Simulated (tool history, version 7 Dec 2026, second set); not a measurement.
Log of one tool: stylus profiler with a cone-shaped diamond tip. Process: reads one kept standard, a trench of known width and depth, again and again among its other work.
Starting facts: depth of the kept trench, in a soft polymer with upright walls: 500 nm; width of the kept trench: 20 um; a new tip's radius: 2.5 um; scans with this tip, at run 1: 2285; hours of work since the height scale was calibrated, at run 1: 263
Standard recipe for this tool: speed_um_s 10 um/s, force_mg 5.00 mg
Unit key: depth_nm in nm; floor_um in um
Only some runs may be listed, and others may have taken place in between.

| run | hour | speed_um_s | force_mg | scans with this tip | hours of work since the height scale was calibrated | depth_nm | floor_um |
|---|---|---|---|---|---|---|---|
| 1 | 0.0 | 10 | 5.00 | 2285 | 263 | 512.64 | 16.82 |
| 2 | 14.6 | 10 | 5.00 | 2341 | 269 | 512.58 | 16.84 |
| 3 | 26.1 | 10 | 5.00 | 2385 | 274 | 512.49 | 16.87 |
| 4 | 34.5 | 10 | 5.00 | 2417 | 278 | 512.34 | 16.84 |
| 5 | 42.2 | 10 | 5.00 | 2446 | 281 | 512.59 | 16.85 |
| 6 | 55.7 | 10 | 5.00 | 2498 | 287 | 512.19 | 16.82 |
| 7 | 65.1 | 10 | 5.00 | 2533 | 291 | 512.50 | 16.85 |
| 8 | 78.5 | 10 | 5.00 | 2584 | 297 | 512.33 | 16.86 |
| 9 | 92.7 | 10 | 5.00 | 2639 | 303 | 512.70 | 16.87 |
| 10 | 106.4 | 10 | 7.31 | 2691 | 309 | 515.78 | 16.86 |
| 11 | 119.7 | 10 | 3.65 | 2742 | 315 | 509.79 | 16.80 |
| 12 | 129.3 | 8 | 5.38 | 2778 | 319 | 513.26 | 16.84 |
| 13 | 142.5 | 3 | 4.91 | 2829 | 325 | 512.22 | 16.83 |
| 14 | 152.5 | 3 | 4.91 | 2867 | 330 | 512.29 | 16.89 |
| 15 | 165.8 | 3 | 6.81 | 2918 | 335 | 515.30 | 16.84 |
|  | 167.1 | height scale calibrated on a step standard |
| 16 | 178.0 | 15 | 7.37 | 2962 | 5 | 515.96 | 16.76 |
| 17 | 189.9 | 8 | 7.37 | 3007 | 10 | 515.81 | 16.83 |
| 18 | 205.0 | 7 | 7.70 | 3065 | 17 | 516.73 | 16.81 |
| 19 | 213.7 | 9 | 13.31 | 3098 | 20 | 523.76 | 16.78 |
|  | 217.9 | height scale calibrated on a step standard, once more |
| 20 | 230.3 | 11 | 2.47 | 3160 | 5 | 508.05 | 16.79 |
| 21 | 241.8 | 11 | 2.47 | 3203 | 10 | 508.01 | 16.76 |
| 22 | 253.3 | 7 | 5.00 | 3247 | 15 | 513.12 | 16.81 |

Consider 3 possible next runs. They are alternatives, not a sequence: every one starts from the tool as it was left by run 22. What does each give?
| A | 266.7 | 6 | 2.75 | 3298 | 21 | ? | ? |
| B | 266.7 | 13 | 11.55 | 3298 | 21 | ? | ? |
| C | 266.7 | 7 | 4.41 | 3298 | 21 | ? | ? |

| run | depth_nm | floor_um |
|---|---|---|
| A | 508.86 | 16.82 |
| B | 522.45 | 16.79 |
| C | 511.88 | 16.81 |
Stripped of hidden state, with their random variation kept, the same runs would have yielded:
| run | depth_nm | floor_um |
|---|---|---|
| A | 508.83 | 17.00 |
| B | 522.42 | 16.97 |
| C | 511.86 | 16.99 |
